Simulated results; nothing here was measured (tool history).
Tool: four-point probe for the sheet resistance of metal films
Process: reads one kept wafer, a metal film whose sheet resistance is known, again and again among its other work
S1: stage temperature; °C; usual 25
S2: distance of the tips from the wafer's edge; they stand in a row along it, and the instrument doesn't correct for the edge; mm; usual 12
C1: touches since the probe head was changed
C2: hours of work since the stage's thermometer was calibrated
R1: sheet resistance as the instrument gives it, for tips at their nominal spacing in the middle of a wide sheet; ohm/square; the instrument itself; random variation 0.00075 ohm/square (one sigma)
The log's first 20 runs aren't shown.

{"run": 21, "hour": 1010.2, "S1": 25, "S2": 12, "C1": 17499, "C2": 1717, "R1": 3.740176}
{"run": 22, "hour": 1049.9, "S1": 25, "S2": 12, "C1": 18583, "C2": 1741, "R1": 3.741648}
{"run": 23, "hour": 1101.4, "S1": 34, "S2": 6, "C1": 19990, "C2": 1773, "R1": 3.818883}
{"run": 24, "hour": 1149.3, "S1": 21, "S2": 9, "C1": 21298, "C2": 1802, "R1": 3.754862}
{"run": 25, "hour": 1192.8, "S1": 22, "S2": 9, "C1": 22485, "C2": 1829, "R1": 3.757802}
{"run": 26, "hour": 1250.8, "S1": 18, "S2": 32, "C1": 24067, "C2": 1865, "R1": 3.715969}
{"run": 27, "hour": 1306.5, "S1": 32, "S2": 39, "C1": 25587, "C2": 1899, "R1": 3.733122}
{"run": 28, "hour": 1338.7, "S1": 25, "S2": 40, "C1": 26466, "C2": 1919, "R1": 3.725369}
{"run": 29, "hour": 1385.0, "S1": 25, "S2": 40, "C1": 27731, "C2": 1947, "R1": 3.725759}
{"run": 30, "hour": 1430.3, "S1": 27, "S2": 4, "C1": 28968, "C2": 1975, "R1": 3.919621}
{"run": 31, "hour": 1463.3, "S1": 21, "S2": 12, "C1": 29868, "C2": 1996, "R1": 3.74081}
{"run": 32, "hour": 1520.2, "S1": 21, "S2": 12, "C1": 31422, "C2": 2031, "R1": 3.744621}
{"run": 33, "hour": 1548.7, "S1": 32, "S2": 26, "C1": 32200, "C2": 2048, "R1": 3.740431}
{"run": 34, "hour": 1578.6, "S1": 32, "S2": 26, "C1": 33017, "C2": 2066, "R1": 3.741037}
{"run": 35, "hour": 1627.8, "S1": 32, "S2": 26, "C1": 34360, "C2": 2097, "R1": 3.740304}
{"run": 36, "hour": 1677.5, "S1": 34, "S2": 12, "C1": 35717, "C2": 2127, "R1": 3.762069}
{"run": 37, "hour": 1740.1, "S1": 32, "S2": 4, "C1": 37424, "C2": 2166, "R1": 3.929958}
{"run": 38, "hour": 1771.6, "S1": 18, "S2": 13, "C1": 38283, "C2": 2185, "R1": 3.740764}
{"hour": 1790.5, "done": "stage's thermometer calibrated"}
{"run": 39, "hour": 1828.3, "S1": 24, "S2": 28, "C1": 39820, "C2": 23, "R1": 3.726663}
{"run": 40, "hour": 1887.5, "S1": 26, "S2": 8, "C1": 41434, "C2": 60, "R1": 3.776551}
{"run": 41, "hour": 1920.8, "S1": 23, "S2": 24, "C1": 42344, "C2": 80, "R1": 3.728318}
{"run": 42, "hour": 1964.0, "S1": 24, "S2": 41, "C1": 43524, "C2": 107, "R1": 3.727097}
{"run": 43, "hour": 2030.0, "S1": 24, "S2": 41, "C1": 45325, "C2": 147, "R1": 3.72931}
{"run": 44, "hour": 2067.2, "S1": 24, "S2": 41, "C1": 46342, "C2": 170, "R1": 3.730121}

Forecast each of these 4 alternatives for the next run:
{"run": "A", "hour": 2106.5, "S1": 18, "S2": 12, "C1": 47414, "C2": 194, "R1": "?"}
{"run": "B", "hour": 2106.5, "S1": 25, "S2": 38, "C1": 47414, "C2": 194, "R1": "?"}
{"run": "C", "hour": 2106.5, "S1": 24, "S2": 30, "C1": 47414, "C2": 194, "R1": "?"}
{"run": "D", "hour": 2106.5, "S1": 24, "S2": 42, "C1": 47414, "C2": 194, "R1": "?"}

run=A R1=3.742692
run=B R1=3.731276
run=C R1=3.731602
run=D R1=3.729181
Without the tool's hidden state the same runs would have given:
run=A R1=3.726687
run=B R1=3.715297
run=C R1=3.715624
run=D R1=3.713213
